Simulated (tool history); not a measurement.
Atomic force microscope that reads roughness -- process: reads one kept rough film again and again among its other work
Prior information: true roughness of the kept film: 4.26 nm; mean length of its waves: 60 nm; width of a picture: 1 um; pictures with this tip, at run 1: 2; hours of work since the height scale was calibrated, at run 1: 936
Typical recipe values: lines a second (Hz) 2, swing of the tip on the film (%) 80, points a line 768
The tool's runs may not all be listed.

run   hour  lines a second (Hz)  swing of the tip on the film (%)  points a line  pictures with this tip  hours of work since the height scale was calibrated  roughness of the kept film (nm (root mean square))
  1      0                    2                                80            768                       2                                                  936                                               3.723
  2   26.7                 3.28                                80            768                      34                                                  955                                               3.508
  3   64.8                 3.28                                80            768                      81                                                  982                                               3.503
  4   83.6                    2                                80            768                     104                                                  996                                               3.704
  5  102.4                    2                                80            768                     127                                                 1010                                               3.687
  6  141.1                    2                                80            370                     174                                                 1038                                                3.67
  7  177.1                    2                                80            370                     218                                                 1064                                               3.671
  8  211.3                    2                                80            370                     260                                                 1088                                               3.647
  9  236.6                 0.64                                80            768                     291                                                 1106                                               3.883
 10  268.6                 0.64                                80            768                     330                                                 1130                                               3.876
     286.8  -- new tip fitted
 11  307.4                 1.12                                80            768                      25                                                 1157                                               3.883
 12  323.2                 1.92                                64            378                      44                                                 1169                                               3.934
 13  349.1                  1.9                                80            768                      76                                                 1187                                               3.699
 14  382.2                 2.79                                82            811                     116                                                 1211                                               3.514
 15    402                 3.88                                62            743                     140                                                 1225                                               3.753
 16  429.7                 3.88                                62            743                     174                                                 1246                                               3.752
 17  468.2                 3.88                                62            743                     221                                                 1273                                               3.746
 18  502.7                 3.88                                62            743                     264                                                 1298                                               3.732

Consider 4 possible next runs. They are alternatives, not a sequence: every one starts from the tool as it was left by run 18. What does each give?
  A  532.5                 0.96                                84            654                     300                                                 1320                                                   ?
  B  532.5                 1.24                                80            768                     300                                                 1320                                                   ?
  C  532.5                 2.78                                63            671                     300                                                 1320                                                   ?
  D  532.5                 2.92                                62            743                     300                                                 1320                                                   ?

run  roughness of the kept film (nm (root mean square))
  A                                                3.77
  B                                               3.746
  C                                               3.808
  D                                               3.801
Stripped of hidden state, with their random variation kept, the same runs would have yielded:
run  roughness of the kept film (nm (root mean square))
  A                                               3.933
  B                                               3.908
  C                                               3.972
  D                                               3.965
